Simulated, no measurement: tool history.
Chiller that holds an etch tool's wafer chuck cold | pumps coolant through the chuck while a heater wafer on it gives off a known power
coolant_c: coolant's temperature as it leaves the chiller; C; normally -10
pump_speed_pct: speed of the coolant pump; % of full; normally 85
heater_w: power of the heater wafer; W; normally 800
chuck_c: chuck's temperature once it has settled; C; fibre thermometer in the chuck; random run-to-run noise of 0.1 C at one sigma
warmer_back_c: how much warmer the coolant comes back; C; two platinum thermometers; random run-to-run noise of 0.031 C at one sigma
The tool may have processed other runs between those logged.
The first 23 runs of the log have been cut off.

| run | hour | coolant_c | pump_speed_pct | heater_w | hours since the coolant was changed and the channels were flushed | hours since the pump was overhauled | hours since the chiller's thermometer was calibrated | chuck_c | warmer_back_c |
|---|---|---|---|---|---|---|---|---|---|
| 24 | 728.5 | -4 | 85 | 881 | 3688 | 2892 | 145 | 3.4 | 3.15 |
|  | 753.4 | chiller's thermometer calibrated, once more |
| 25 | 760.4 | -3 | 85 | 636 | 3719 | 2923 | 7 | 2.6 | 2.26 |
| 26 | 788.4 | -18 | 61 | 420 | 3747 | 2951 | 35 | -13.5 | 2.16 |
| 27 | 827.3 | -8 | 83 | 800 | 3786 | 2990 | 74 | -1.0 | 2.97 |
| 28 | 847.7 | -8 | 83 | 800 | 3806 | 3010 | 94 | -1.1 | 2.96 |
| 29 | 884.8 | -8 | 83 | 800 | 3843 | 3047 | 131 | -1.0 | 2.88 |
| 30 | 916.4 | -7 | 85 | 500 | 3875 | 3079 | 163 | -2.7 | 1.80 |
| 31 | 962.7 | -10 | 85 | 426 | 3921 | 3125 | 209 | -6.4 | 1.56 |
| 32 | 1001.4 | -11 | 85 | 426 | 3960 | 3164 | 248 | -7.3 | 1.52 |

Forecast each of these 4 alternatives for the next run:
| A | 1035.9 | -18 | 85 | 426 | 3995 | 3198 | 282 | ? | ? |
| B | 1035.9 | -8 | 87 | 622 | 3995 | 3198 | 282 | ? | ? |
| C | 1035.9 | -4 | 89 | 950 | 3995 | 3198 | 282 | ? | ? |
| D | 1035.9 | -10 | 65 | 425 | 3995 | 3198 | 282 | ? | ? |

| run | chuck_c | warmer_back_c |
|---|---|---|
| A | -14.4 | 1.61 |
| B | -2.8 | 2.25 |
| C | 3.9 | 3.22 |
| D | -5.7 | 2.07 |
Without the tool's unlogged condition, the same runs would have read:
| run | chuck_c | warmer_back_c |
|---|---|---|
| A | -15.2 | 1.50 |
| B | -4.0 | 2.09 |
| C | 2.1 | 2.99 |
| D | -6.6 | 1.92 |
